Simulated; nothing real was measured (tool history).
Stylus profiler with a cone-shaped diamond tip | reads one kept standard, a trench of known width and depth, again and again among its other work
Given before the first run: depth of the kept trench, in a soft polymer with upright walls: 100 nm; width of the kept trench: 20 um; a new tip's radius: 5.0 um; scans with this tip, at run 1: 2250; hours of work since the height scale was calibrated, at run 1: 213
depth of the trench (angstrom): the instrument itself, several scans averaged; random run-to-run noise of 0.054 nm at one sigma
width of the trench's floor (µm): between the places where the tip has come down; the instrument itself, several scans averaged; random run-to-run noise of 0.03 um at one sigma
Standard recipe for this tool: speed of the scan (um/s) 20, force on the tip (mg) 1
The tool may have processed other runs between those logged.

run	hour	speed of the scan (um/s)	force on the tip (mg)	scans with this tip	hours of work since the height scale was calibrated	depth of the trench (angstrom)	width of the trench's floor (µm)
1	0	20	1	2250	213	1008	17.51
2	14.4	20	1	2360	223	1008.9	17.5
3	24.6	71	1	2437	230	1007.2	17.21
4	43.1	75	1	2577	244	1007.8	17.18
5	54.7	20	1	2665	252	1006.6	17.41
6	64.5	20	2.15	2740	259	1014.5	17.44
7	83.1	20	1.1	2880	272	1008.3	17.44
8	97.2	20	1.1	2988	282	1008.4	17.43
9	111.9	20	1	3099	293	1007.2	17.36
10	126.9	20	0.57	3213	304	1005	17.35
11	141.8	12	1	3326	314	1007.1	17.35
12	156.8	20	1	3439	325	1007	17.36
13	169.4	20	1	3535	334	1007.4	17.37
14	179	20	1	3608	341	1007.4	17.31
15	196.7	20	1	3742	354	1006.7	17.28
16	210.5	20	1	3847	364	1006.1	17.25
17	221.2	20	1	3928	371	1006.9	17.27
18	240	20	0.94	4070	385	1006.8	17.28
19	257.5	20	0.94	4204	397	1006.7	17.2
20	276.8	20	0.94	4350	411	1006	17.26
21	293.8	20	0.94	4479	423	1006.3	17.22
22	303.2	20	0.94	4550	430	1006.3	17.22
23	321.5	20	0.94	4689	443	1006.1	17.17
24	332.8	21	0.54	4774	451	1003.4	17.09
25	349.2	21	1.3	4899	463	1008	17.16
26	359	12	0.44	4973	470	1002.6	17.19
27	377	9	1.07	5110	483	1005.9	17.19
28	390.7	9	1.07	5214	493	1005.9	17.2
29	398.9	9	0.37	5275	499	1002.4	17.18
30	410.6	12	0.41	5364	507	1003.4	17.11
31	421.5	9	1	5447	515	1006.9	17.12
32	437.6	9	1	5569	526	1007.6	17.11
33	449	10	1.19	5656	534	1007.7	17.12
# hour 450.9: height scale calibrated on a step standard
34	466.9	8	0.77	5787	11	1005.1	17.13
35	480.1	8	0.77	5888	21	1004.1	17.09
36	493.5	20	1.12	5989	31	1006.3	17.01
37	504.2	6	2.53	6070	38	1013.3	17.08
38	518.2	12	2.17	6177	48	1011.4	17.06
39	527.4	12	2.17	6246	55	1011.5	17.08
40	540.6	15	1.05	6347	64	1006.5	17.04
# hour 552.3: height scale calibrated on a step standard, once more
41	557.6	15	1.05	6472	4	1007.4	16.97
42	573.8	15	1.05	6595	15	1008.3	16.98
43	588.9	31	1.92	6709	26	1011.7	16.94
44	607.7	40	1.67	6852	40	1012	16.85
45	621.4	17	1	6955	49	1007.7	16.95
46	630.6	17	1.31	7026	56	1009.9	16.89

Branching from run 46: 4 alternative next runs. What would each branch give?
A	650.3	24	1	7175	70	?	?
B	650.3	12	2.09	7175	70	?	?
C	650.3	62	0.38	7175	70	?	?
D	650.3	18	1	7175	70	?	?

run	depth of the trench (angstrom)	width of the trench's floor (µm)
A	1007.2	16.86
B	1014.3	16.87
C	1003.6	16.45
D	1007.4	16.92
With no hidden state in the tool, these same runs would have given:
run	depth of the trench (angstrom)	width of the trench's floor (µm)
A	1007.8	17.87
B	1014.9	17.88
C	1004.2	17.47
D	1008	17.93

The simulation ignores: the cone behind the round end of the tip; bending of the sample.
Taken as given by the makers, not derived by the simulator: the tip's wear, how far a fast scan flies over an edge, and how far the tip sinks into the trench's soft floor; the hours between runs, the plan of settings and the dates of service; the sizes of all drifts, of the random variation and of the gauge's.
